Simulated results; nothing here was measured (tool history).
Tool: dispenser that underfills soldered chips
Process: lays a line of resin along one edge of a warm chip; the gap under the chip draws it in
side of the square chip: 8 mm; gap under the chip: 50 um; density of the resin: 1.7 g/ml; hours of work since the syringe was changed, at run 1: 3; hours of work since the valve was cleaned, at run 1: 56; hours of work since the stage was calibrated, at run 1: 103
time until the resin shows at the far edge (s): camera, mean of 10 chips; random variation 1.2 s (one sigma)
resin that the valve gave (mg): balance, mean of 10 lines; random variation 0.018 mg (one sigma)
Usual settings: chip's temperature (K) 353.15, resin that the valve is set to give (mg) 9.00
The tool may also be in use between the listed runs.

| run | day | chip's temperature (K) | resin that the valve is set to give (mg) | hours of work since the syringe was changed | hours of work since the valve was cleaned | hours of work since the stage was calibrated | time until the resin shows at the far edge (s) | resin that the valve gave (mg) |
|---|---|---|---|---|---|---|---|---|
| 1 | 0.000 | 353.15 | 9.00 | 3 | 56 | 103 | 134.6 | 8.75 |
|  | 0.133 | new syringe of resin |
| 2 | 0.250 | 353.15 | 9.00 | 2 | 59 | 107 | 127.7 | 8.78 |
|  | 0.479 | new syringe of resin |
| 3 | 0.683 | 353.15 | 9.00 | 3 | 66 | 113 | 131.3 | 8.73 |
|  | 0.858 | new syringe of resin |
| 4 | 1.062 | 353.15 | 11.69 | 3 | 71 | 119 | 131.2 | 11.37 |
|  | 1.208 | new syringe of resin |
| 5 | 1.275 | 353.15 | 11.69 | 1 | 74 | 122 | 121.0 | 11.30 |
| 6 | 1.488 | 353.15 | 8.73 | 4 | 78 | 125 | 136.3 | 8.43 |
|  | 1.562 | new syringe of resin |
|  | 1.892 | dispensing valve cleaned and set on the balance |
| 7 | 1.929 | 353.15 | 8.73 | 5 | 1 | 131 | 139.4 | 8.72 |
|  | 1.971 | new syringe of resin |
| 8 | 2.188 | 353.15 | 8.73 | 3 | 4 | 135 | 131.3 | 8.72 |
|  | 2.333 | new syringe of resin |
| 9 | 2.421 | 353.15 | 9.00 | 1 | 8 | 138 | 120.2 | 8.94 |
|  | 2.704 | new syringe of resin |
| 10 | 2.721 | 353.15 | 9.02 | 0 | 12 | 142 | 117.0 | 8.97 |
| 11 | 2.971 | 353.15 | 9.00 | 4 | 16 | 146 | 132.8 | 8.96 |
|  | 3.067 | new syringe of resin |
| 12 | 3.267 | 343.15 | 9.00 | 3 | 20 | 150 | 205.3 | 8.91 |
|  | 3.425 | new syringe of resin |
| 13 | 3.521 | 343.15 | 11.11 | 1 | 24 | 154 | 196.2 | 11.00 |
| 14 | 3.704 | 343.15 | 11.11 | 4 | 27 | 157 | 214.9 | 11.01 |
|  | 3.796 | new syringe of resin |
| 15 | 4.004 | 363.15 | 9.00 | 3 | 31 | 161 | 84.3 | 8.88 |
|  | 4.154 | new syringe of resin |
| 16 | 4.333 | 363.15 | 9.00 | 3 | 36 | 166 | 83.6 | 8.86 |
|  | 4.508 | new syringe of resin |
| 17 | 4.650 | 363.15 | 9.00 | 2 | 41 | 171 | 82.7 | 8.83 |
|  | 4.858 | new syringe of resin |
| 18 | 5.050 | 356.15 | 9.00 | 3 | 47 | 177 | 110.2 | 8.83 |
|  | 5.208 | new syringe of resin |
| 19 | 5.271 | 356.15 | 9.00 | 1 | 50 | 180 | 104.3 | 8.82 |
|  | 5.562 | new syringe of resin |
| 20 | 5.654 | 346.15 | 11.58 | 1 | 55 | 186 | 165.2 | 11.33 |
| 21 | 5.871 | 367.15 | 11.15 | 5 | 59 | 189 | 70.8 | 10.88 |
|  | 5.921 | new syringe of resin |
| 22 | 6.154 | 350.15 | 11.37 | 4 | 63 | 193 | 148.0 | 11.07 |
|  | 6.279 | new syringe of resin |
| 23 | 6.521 | 343.15 | 11.45 | 4 | 68 | 199 | 205.4 | 11.13 |
|  | 6.650 | new syringe of resin |
| 24 | 6.767 | 343.15 | 11.45 | 2 | 72 | 202 | 190.4 | 11.07 |
|  | 7.025 | new syringe of resin |
| 25 | 7.083 | 343.15 | 11.45 | 1 | 76 | 207 | 183.6 | 11.12 |
| 26 | 7.275 | 360.15 | 10.78 | 4 | 79 | 210 | 94.0 | 10.41 |
|  | 7.396 | new syringe of resin |
|  | 7.554 | dispensing valve cleaned and set on the balance |
| 27 | 7.625 | 364.15 | 8.85 | 3 | 1 | 214 | 78.3 | 8.83 |
|  | 7.792 | new syringe of resin |
| 28 | 7.996 | 362.15 | 8.51 | 3 | 7 | 220 | 88.4 | 8.52 |
|  | 8.154 | new syringe of resin |
| 29 | 8.392 | 339.15 | 9.59 | 4 | 12 | 225 | 247.1 | 9.58 |
|  | 8.512 | new syringe of resin |
| 30 | 8.617 | 347.15 | 9.02 | 2 | 16 | 229 | 156.8 | 8.98 |
|  | 8.871 | new syringe of resin |
| 31 | 9.071 | 353.15 | 11.30 | 3 | 22 | 235 | 127.0 | 11.23 |
|  | 9.229 | new syringe of resin |
| 32 | 9.458 | 347.15 | 10.18 | 3 | 28 | 241 | 165.4 | 10.04 |
|  | 9.592 | new syringe of resin |
| 33 | 9.821 | 347.15 | 10.18 | 3 | 33 | 247 | 174.8 | 10.04 |

Measured less the same run without the tool's hidden state. The same run-to-run variation is in both; the gauge's scatter may not be:
The hidden state here: resin's viscosity, % of fresh resin's; dose that the valve gives, % of what is set; true chip temperature over the reading, C; drift of the gauge itself on fill_s, %; drift of the gauge itself on given_mg, %.
| run | time until the resin shows at the far edge (s) | resin that the valve gave (mg) |
|---|---|---|
| 1 | +12.2 | -0.23 |
| 2 | +5.4 | -0.24 |
| 3 | +10.8 | -0.26 |
| 4 | +9.8 | -0.36 |
| 5 | +3.2 | -0.38 |
| 6 | +16.9 | -0.29 |
| 7 | +18.9 | -0.01 |
| 8 | +9.6 | -0.03 |
| 9 | +1.0 | -0.04 |
| 10 | -3.5 | -0.06 |
| 11 | +11.5 | -0.06 |
| 12 | +15.3 | -0.08 |
| 13 | +4.7 | -0.11 |
| 14 | +22.9 | -0.13 |
| 15 | +6.4 | -0.12 |
| 16 | +5.1 | -0.14 |
| 17 | +4.2 | -0.15 |
| 18 | +6.0 | -0.17 |
| 19 | +0.2 | -0.18 |
| 20 | -2.5 | -0.26 |
| 21 | +6.4 | -0.25 |
| 22 | +12.7 | -0.29 |
| 23 | +14.6 | -0.31 |
| 24 | +2.1 | -0.33 |
| 25 | -3.4 | -0.35 |
| 26 | +7.1 | -0.34 |
| 27 | +3.2 | +0.00 |
| 28 | +5.4 | -0.01 |
| 29 | +14.6 | -0.03 |
| 30 | -0.6 | -0.05 |
| 31 | +8.4 | -0.09 |
| 32 | +9.7 | -0.10 |
| 33 | +15.7 | -0.12 |
